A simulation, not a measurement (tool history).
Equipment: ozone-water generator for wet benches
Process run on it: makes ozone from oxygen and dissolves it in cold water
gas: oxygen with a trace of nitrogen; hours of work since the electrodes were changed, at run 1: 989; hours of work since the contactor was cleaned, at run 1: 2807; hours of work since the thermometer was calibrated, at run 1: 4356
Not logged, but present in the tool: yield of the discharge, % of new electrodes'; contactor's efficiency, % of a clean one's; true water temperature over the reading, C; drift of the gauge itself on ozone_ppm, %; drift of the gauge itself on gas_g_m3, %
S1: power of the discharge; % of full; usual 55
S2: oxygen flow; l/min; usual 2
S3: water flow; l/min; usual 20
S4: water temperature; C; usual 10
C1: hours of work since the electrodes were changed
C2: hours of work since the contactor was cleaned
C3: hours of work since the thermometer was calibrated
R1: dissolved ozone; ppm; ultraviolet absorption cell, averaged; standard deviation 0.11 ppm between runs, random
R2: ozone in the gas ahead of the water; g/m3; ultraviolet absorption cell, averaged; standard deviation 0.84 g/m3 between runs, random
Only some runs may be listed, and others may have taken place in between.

Run 1, hour 0: usual settings; C1 989; C2 2807; C3 4356. Result: R1 8.9 ppm, R2 131.5 g/m3.
Run 2, hour 125.4: usual settings; C1 1097; C2 2914; C3 4464. Result: R1 8.8 ppm, R2 132.2 g/m3.
Run 3, hour 252.1: usual settings; C1 1206; C2 3023; C3 4573. Result: R1 8.8 ppm, R2 130.9 g/m3.
Run 4, hour 406: usual settings; C1 1338; C2 3155; C3 4705. Result: R1 9 ppm, R2 129.3 g/m3.
At hour 464: contactor cleaned.
Run 5, hour 530.6: usual settings; C1 1442; C2 57; C3 4808. Result: R1 9 ppm, R2 129.3 g/m3.
Run 6, hour 623.6: usual settings; C1 1522; C2 137; C3 4888. Result: R1 8.8 ppm, R2 131.4 g/m3.
At hour 732.7: water thermometer calibrated.
Run 7, hour 738.8: usual settings; C1 1620; C2 236; C3 5. Result: R1 8.9 ppm, R2 129.3 g/m3.
Run 8, hour 837.4: usual settings; C1 1705; C2 320; C3 90. Result: R1 8.9 ppm, R2 130.2 g/m3.
Run 9, hour 977.4: usual settings; C1 1825; C2 440; C3 210. Result: R1 8.9 ppm, R2 129.1 g/m3.
Run 10, hour 1097.4: usual settings but S2 3.41 l/min; C1 1928; C2 544; C3 313. Result: R1 10.5 ppm, R2 100.4 g/m3.
Run 11, hour 1243.2: usual settings but S2 3.41 l/min, S4 16 C; C1 2053; C2 669; C3 438. Result: R1 9.7 ppm, R2 100.6 g/m3.
Run 12, hour 1407.1: usual settings but S2 3.41 l/min, S4 16 C; C1 2194; C2 810; C3 579. Result: R1 9.5 ppm, R2 99.7 g/m3.
Run 13, hour 1522.2: usual settings but S2 1.71 l/min; C1 2293; C2 908; C3 678. Result: R1 8.3 ppm, R2 138 g/m3.
Run 14, hour 1660.4: usual settings but S2 1.71 l/min; C1 2412; C2 1027; C3 797. Result: R1 8 ppm, R2 135.9 g/m3.
Run 15, hour 1816.3: usual settings but S2 1.71 l/min; C1 2546; C2 1161; C3 931. Result: R1 8.3 ppm, R2 136.7 g/m3.
Run 16, hour 1981.6: usual settings; C1 2688; C2 1303; C3 1073. Result: R1 8.6 ppm, R2 125.2 g/m3.
Run 17, hour 2134.7: usual settings but S3 22 l/min; C1 2819; C2 1434; C3 1204. Result: R1 7.7 ppm, R2 124.7 g/m3.
Run 18, hour 2293.7: usual settings but S1 95 % of full, S3 26 l/min; C1 2956; C2 1571; C3 1341. Result: R1 10 ppm, R2 199.5 g/m3.
Run 19, hour 2398: usual settings but S1 95 % of full, S3 26 l/min; C1 3045; C2 1661; C3 1430. Result: R1 10 ppm, R2 199.5 g/m3.
Run 20, hour 2548: usual settings but S1 41 % of full, S2 1.76 l/min, S3 15 l/min; C1 3174; C2 1789; C3 1559. Result: R1 8.6 ppm, R2 102.9 g/m3.
Run 21, hour 2664.9: usual settings but S3 22 l/min, S4 17 C; C1 3274; C2 1890; C3 1659. Result: R1 7.2 ppm, R2 123.8 g/m3.
Run 22, hour 2746.9: usual settings but S1 84 % of full; C1 3345; C2 1960; C3 1730. Result: R1 11.8 ppm, R2 177.1 g/m3.
Run 23, hour 2905.7: usual settings but S1 84 % of full; C1 3481; C2 2097; C3 1866. Result: R1 11.8 ppm, R2 177.7 g/m3.
Run 24, hour 3035.4: usual settings but S1 84 % of full; C1 3593; C2 2208; C3 1978. Result: R1 11.5 ppm, R2 172.8 g/m3.
Run 25, hour 3137: usual settings but S1 84 % of full, S2 1.58 l/min, S4 9 C; C1 3680; C2 2295; C3 2065. Result: R1 10.9 ppm, R2 192.5 g/m3.
Run 26, hour 3261.1: usual settings but S1 53 % of full, S2 1.02 l/min, S4 9 C; C1 3786; C2 2402; C3 2172. Result: R1 6.3 ppm, R2 162.2 g/m3.
Run 27, hour 3408.7: usual settings but S1 53 % of full, S2 1.02 l/min, S4 13 C; C1 3913; C2 2529; C3 2298. Result: R1 6.2 ppm, R2 161.5 g/m3.
Run 28, hour 3491: usual settings but S2 1.49 l/min, S4 9 C; C1 3984; C2 2599; C3 2369. Result: R1 7.6 ppm, R2 140.7 g/m3.
Run 29, hour 3603.5: usual settings but S1 76 % of full, S2 1.7 l/min, S3 23 l/min, S4 9 C; C1 4081; C2 2696; C3 2466. Result: R1 8.6 ppm, R2 168.4 g/m3.
Run 30, hour 3766.3: usual settings but S1 54 % of full, S2 3.6 l/min, S3 14 l/min, S4 7 C; C1 4220; C2 2836; C3 2605. Result: R1 13.4 ppm, R2 89.7 g/m3.
Run 31, hour 3881.7: usual settings but S1 67 % of full, S2 3.6 l/min, S3 14 l/min, S4 11 C; C1 4320; C2 2935; C3 2705. Result: R1 14.7 ppm, R2 105.2 g/m3.
Run 32, hour 3993.5: usual settings but S2 1.89 l/min, S4 15 C; C1 4416; C2 3031; C3 2801. Result: R1 7.3 ppm, R2 122 g/m3.
Run 33, hour 4079.6: usual settings but S1 70 % of full, S2 1.22 l/min; C1 4490; C2 3105; C3 2875. Result: R1 8.1 ppm, R2 185 g/m3.

Pick out some run-to-run changes in R1. Of each, how much would a tool without hidden state show as well, from the settings, what came in and chance, and how much is left for the hidden state and any gauge scatter not in both results compared?
Run 21 -> 22: S1 55 -> 84, S3 22 -> 20, S4 17 -> 10. R1 +4.6 ppm: hidden state -1.1, all else +5.7.
Run 25 -> 26: S1 84 -> 53, S2 1.58 -> 1.02. R1 -4.6 ppm: hidden state +1.1, all else -5.7.
Run 29 -> 30: S1 76 -> 54, S2 1.7 -> 3.6, S3 23 -> 14, S4 9 -> 7. R1 +4.8 ppm: hidden state -0.2, all else +5.
Run 31 -> 32: S1 67 -> 55, S2 3.6 -> 1.89, S3 14 -> 20, S4 11 -> 15. R1 -7.4 ppm: hidden state +1.3, all else -8.7.

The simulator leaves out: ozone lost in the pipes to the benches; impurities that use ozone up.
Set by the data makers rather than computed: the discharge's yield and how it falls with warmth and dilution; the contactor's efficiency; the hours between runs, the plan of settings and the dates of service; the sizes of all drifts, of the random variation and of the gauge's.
